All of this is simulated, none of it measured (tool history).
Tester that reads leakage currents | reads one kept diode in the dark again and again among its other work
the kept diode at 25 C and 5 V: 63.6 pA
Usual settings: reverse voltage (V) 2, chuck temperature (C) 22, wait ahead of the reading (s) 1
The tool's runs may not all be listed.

run	hour	reverse voltage (V)	chuck temperature (C)	wait ahead of the reading (s)	current that the tester gives (pA)
1	0	2	22	1	28.17
2	24.6	2	22	1	28.02
3	45.9	2	22	1	27.75
4	73.2	2	22	1	28
5	99.3	2	22	1	27.91
6	130.5	2	22	1	27.74
7	147.8	2	22	0.69	27.83
8	183.2	12.38	46	0.88	609.7
9	209.4	19.73	46	4.82	796.29
10	238.8	1.69	24	4.82	30.01
11	259.7	12.61	39	0.67	348.18
12	281.2	10.39	31	1	157.89
13	318.4	10.39	30	1.26	143.66

5 ways to go on from here, each from the tool as it stands after run 13. What would each give?
A	349.4	9.33	56	4.77	?
B	349.4	3.85	46	0.46	?
C	349.4	2.29	22	1.63	?
D	349.4	15.21	54	0.52	?
E	349.4	6.77	50	6.3	?

run	current that the tester gives (pA)
A	1116.89
B	316.48
C	29.5
D	1275.19
E	594.62
Without the tool's hidden state the same runs would have given:
run	current that the tester gives (pA)
A	1172.8
B	333.35
C	31.28
D	1339.53
E	625.55

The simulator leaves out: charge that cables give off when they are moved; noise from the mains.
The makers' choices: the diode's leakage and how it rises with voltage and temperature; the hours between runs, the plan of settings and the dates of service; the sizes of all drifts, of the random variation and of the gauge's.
